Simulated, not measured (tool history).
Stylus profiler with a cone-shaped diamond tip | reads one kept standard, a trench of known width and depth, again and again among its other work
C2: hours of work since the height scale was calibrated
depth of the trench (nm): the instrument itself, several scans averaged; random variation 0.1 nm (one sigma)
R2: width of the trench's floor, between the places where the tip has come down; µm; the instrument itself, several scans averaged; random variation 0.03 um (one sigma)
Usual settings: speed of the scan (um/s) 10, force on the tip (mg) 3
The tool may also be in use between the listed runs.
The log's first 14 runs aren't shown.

{"run": 15, "day": 7.388, "speed of the scan (um/s)": 10, "force on the tip (mg)": 2.03, "scans with this tip": 1785, "C2": 242, "depth of the trench (nm)": 100.97, "R2": 98.68}
{"run": 16, "day": 7.833, "speed of the scan (um/s)": 10, "force on the tip (mg)": 3, "scans with this tip": 1841, "C2": 250, "depth of the trench (nm)": 101.41, "R2": 98.75}
{"run": 17, "day": 8.45, "speed of the scan (um/s)": 10, "force on the tip (mg)": 1.22, "scans with this tip": 1917, "C2": 260, "depth of the trench (nm)": 100.71, "R2": 98.65}
{"run": 18, "day": 8.75, "speed of the scan (um/s)": 10, "force on the tip (mg)": 1.33, "scans with this tip": 1955, "C2": 265, "depth of the trench (nm)": 100.82, "R2": 98.73}
{"run": 19, "day": 9.325, "speed of the scan (um/s)": 10, "force on the tip (mg)": 1.33, "scans with this tip": 2026, "C2": 275, "depth of the trench (nm)": 100.79, "R2": 98.69}
{"run": 20, "day": 9.912, "speed of the scan (um/s)": 7, "force on the tip (mg)": 8.55, "scans with this tip": 2099, "C2": 285, "depth of the trench (nm)": 102.72, "R2": 98.73}
{"run": 21, "day": 10.4, "speed of the scan (um/s)": 3, "force on the tip (mg)": 7.48, "scans with this tip": 2159, "C2": 293, "depth of the trench (nm)": 102.49, "R2": 98.73}
{"run": 22, "day": 10.925, "speed of the scan (um/s)": 3, "force on the tip (mg)": 7.48, "scans with this tip": 2225, "C2": 302, "depth of the trench (nm)": 102.62, "R2": 98.69}
{"run": 23, "day": 11.571, "speed of the scan (um/s)": 3, "force on the tip (mg)": 7.48, "scans with this tip": 2305, "C2": 313, "depth of the trench (nm)": 102.49, "R2": 98.74}
{"run": 24, "day": 12.271, "speed of the scan (um/s)": 3, "force on the tip (mg)": 7.48, "scans with this tip": 2392, "C2": 325, "depth of the trench (nm)": 102.58, "R2": 98.74}
{"run": 25, "day": 12.854, "speed of the scan (um/s)": 3, "force on the tip (mg)": 3.84, "scans with this tip": 2465, "C2": 334, "depth of the trench (nm)": 101.72, "R2": 98.79}
{"run": 26, "day": 13.15, "speed of the scan (um/s)": 4, "force on the tip (mg)": 3.97, "scans with this tip": 2501, "C2": 339, "depth of the trench (nm)": 101.85, "R2": 98.74}
{"run": 27, "day": 13.721, "speed of the scan (um/s)": 31, "force on the tip (mg)": 3.7, "scans with this tip": 2572, "C2": 349, "depth of the trench (nm)": 101.56, "R2": 98.66}
{"run": 28, "day": 14.129, "speed of the scan (um/s)": 10, "force on the tip (mg)": 5.98, "scans with this tip": 2623, "C2": 356, "depth of the trench (nm)": 102.3, "R2": 98.73}
{"run": 29, "day": 14.579, "speed of the scan (um/s)": 3, "force on the tip (mg)": 5.9, "scans with this tip": 2679, "C2": 363, "depth of the trench (nm)": 102.09, "R2": 98.77}
{"run": 30, "day": 14.95, "speed of the scan (um/s)": 3, "force on the tip (mg)": 5.9, "scans with this tip": 2725, "C2": 370, "depth of the trench (nm)": 102.27, "R2": 98.8}
{"run": 31, "day": 15.5, "speed of the scan (um/s)": 5, "force on the tip (mg)": 3.86, "scans with this tip": 2793, "C2": 379, "depth of the trench (nm)": 101.85, "R2": 98.75}
{"run": 32, "day": 15.875, "speed of the scan (um/s)": 5, "force on the tip (mg)": 3.86, "scans with this tip": 2840, "C2": 385, "depth of the trench (nm)": 101.46, "R2": 98.77}
{"run": 33, "day": 16.354, "speed of the scan (um/s)": 22, "force on the tip (mg)": 8.64, "scans with this tip": 2899, "C2": 393, "depth of the trench (nm)": 102.65, "R2": 98.69}
{"run": 34, "day": 16.871, "speed of the scan (um/s)": 8, "force on the tip (mg)": 4.85, "scans with this tip": 2963, "C2": 402, "depth of the trench (nm)": 102.09, "R2": 98.75}
{"run": 35, "day": 17.221, "speed of the scan (um/s)": 8, "force on the tip (mg)": 4.85, "scans with this tip": 3007, "C2": 408, "depth of the trench (nm)": 102.18, "R2": 98.74}
{"run": 36, "day": 17.883, "speed of the scan (um/s)": 6, "force on the tip (mg)": 1.59, "scans with this tip": 3089, "C2": 419, "depth of the trench (nm)": 101.01, "R2": 98.7}
{"run": 37, "day": 18.588, "speed of the scan (um/s)": 37, "force on the tip (mg)": 6.01, "scans with this tip": 3177, "C2": 431, "depth of the trench (nm)": 102.09, "R2": 98.67}
{"run": 38, "day": 19.192, "speed of the scan (um/s)": 10, "force on the tip (mg)": 1.06, "scans with this tip": 3252, "C2": 441, "depth of the trench (nm)": 100.75, "R2": 98.72}

3 ways to go on from here, each from the tool as it stands after run 38. What would each give?
{"run": "A", "day": 19.625, "speed of the scan (um/s)": 3, "force on the tip (mg)": 1.75, "scans with this tip": 3306, "C2": 449, "depth of the trench (nm)": "?", "R2": "?"}
{"run": "B", "day": 19.625, "speed of the scan (um/s)": 4, "force on the tip (mg)": 4.79, "scans with this tip": 3306, "C2": 449, "depth of the trench (nm)": "?", "R2": "?"}
{"run": "C", "day": 19.625, "speed of the scan (um/s)": 10, "force on the tip (mg)": 1.38, "scans with this tip": 3306, "C2": 449, "depth of the trench (nm)": "?", "R2": "?"}

run=A depth_of_the_trench_(nm)=100.77 R2=98.74
run=B depth_of_the_trench_(nm)=101.83 R2=98.73
run=C depth_of_the_trench_(nm)=100.86 R2=98.67
Without the tool's hidden state the same runs would have given:
run=A depth_of_the_trench_(nm)=100.77 R2=98.74
run=B depth_of_the_trench_(nm)=101.83 R2=98.73
run=C depth_of_the_trench_(nm)=100.86 R2=98.67
